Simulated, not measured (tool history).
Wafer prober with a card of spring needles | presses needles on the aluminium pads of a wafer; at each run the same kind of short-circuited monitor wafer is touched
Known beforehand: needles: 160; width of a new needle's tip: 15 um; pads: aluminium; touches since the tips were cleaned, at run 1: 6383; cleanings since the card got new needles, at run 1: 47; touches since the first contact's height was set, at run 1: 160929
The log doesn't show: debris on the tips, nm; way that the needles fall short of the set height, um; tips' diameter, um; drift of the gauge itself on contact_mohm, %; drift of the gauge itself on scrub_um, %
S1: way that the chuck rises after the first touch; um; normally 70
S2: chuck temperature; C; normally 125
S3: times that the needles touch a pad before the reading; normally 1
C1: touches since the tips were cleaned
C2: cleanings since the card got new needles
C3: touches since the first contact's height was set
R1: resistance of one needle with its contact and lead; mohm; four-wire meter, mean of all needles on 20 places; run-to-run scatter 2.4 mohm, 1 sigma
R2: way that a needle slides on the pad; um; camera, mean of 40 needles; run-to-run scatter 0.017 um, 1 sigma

Run 1, hour 0.0: usual settings; C1 6383; C2 47; C3 160929. Result: R1 266 mohm, R2 9.05 um.
At hour 3.4: tips cleaned on abrasive film.
Run 2, hour 12.3: usual settings but S3 3; C1 3476; C2 48; C3 165704. Result: R1 267 mohm, R2 9.06 um.
At hour 22.9: tips cleaned on abrasive film.
Run 3, hour 30.8: usual settings but S2 55 C; C1 3090; C2 49; C3 172875. Result: R1 251 mohm, R2 9.04 um.
At hour 42.9: tips cleaned on abrasive film.
Run 4, hour 47.4: usual settings but S2 55 C; C1 1742; C2 50; C3 179292. Result: R1 253 mohm, R2 9.07 um.
Run 5, hour 60.0: usual settings but S2 55 C; C1 6680; C2 50; C3 184230. Result: R1 248 mohm, R2 9.08 um.
At hour 64.1: tips cleaned on abrasive film.
At hour 83.7: tips cleaned on abrasive film.
Run 6, hour 87.8: usual settings but S2 55 C; C1 1604; C2 52; C3 195002. Result: R1 252 mohm, R2 9.11 um.
At hour 104.2: tips cleaned on abrasive film.
Run 7, hour 108.4: usual settings but S2 55 C; C1 1620; C2 53; C3 202962. Result: R1 247 mohm, R2 9.10 um.
At hour 124.8: tips cleaned on abrasive film.
Run 8, hour 136.2: usual settings but S2 55 C; C1 4459; C2 54; C3 213787. Result: R1 246 mohm, R2 9.12 um.
At hour 144.8: tips cleaned on abrasive film.
Run 9, hour 151.5: usual settings but S1 81 um; C1 2615; C2 55; C3 219712. Result: R1 269 mohm, R2 10.54 um.
At hour 161.5: height of the first contact set anew.
At hour 165.9: tips cleaned on abrasive film.
Run 10, hour 168.4: usual settings; C1 969; C2 56; C3 2662. Result: R1 267 mohm, R2 9.16 um.
Run 11, hour 180.3: usual settings; C1 5584; C2 56; C3 7277. Result: R1 270 mohm, R2 9.15 um.
At hour 186.6: tips cleaned on abrasive film.
Run 12, hour 197.8: usual settings; C1 4358; C2 57; C3 14076. Result: R1 269 mohm, R2 9.17 um.
At hour 206.2: tips cleaned on abrasive film.
Run 13, hour 221.8: usual settings; C1 6091; C2 58; C3 23400. Result: R1 264 mohm, R2 9.13 um.
At hour 227.2: tips cleaned on abrasive film.
Run 14, hour 244.6: usual settings but S3 2; C1 6818; C2 59; C3 32272. Result: R1 269 mohm, R2 9.18 um.
At hour 248.0: tips cleaned on abrasive film.
Run 15, hour 263.2: usual settings but S3 2; C1 5941; C2 60; C3 39482. Result: R1 271 mohm, R2 9.18 um.
At hour 268.2: tips cleaned on abrasive film.
Run 16, hour 280.4: usual settings but S1 58 um; C1 4759; C2 61; C3 46146. Result: R1 275 mohm, R2 7.60 um.
At hour 288.3: gauge calibrated.
At hour 288.4: tips cleaned on abrasive film.
Run 17, hour 301.1: usual settings but S1 58 um; C1 4971; C2 62; C3 54182. Result: R1 272 mohm, R2 7.50 um.
At hour 308.9: tips cleaned on abrasive film.
Run 18, hour 327.3: usual settings but S1 65 um, S2 27 C, S3 2; C1 7194; C2 63; C3 64373. Result: R1 241 mohm, R2 8.40 um.

Predict the results of run 19:
At hour 328.9: tips cleaned on abrasive film.
At hour 348.8: tips cleaned on abrasive film.
Run 19, hour 350.0: usual settings; C1 445; C2 65; C3 73123. Result: R1 ?, R2 ?.

{"run 19": {"R1": 269, "R2": 9.06}}
With no hidden state in the tool, this same run would have given R1 268 mohm, R2 9.03 um.
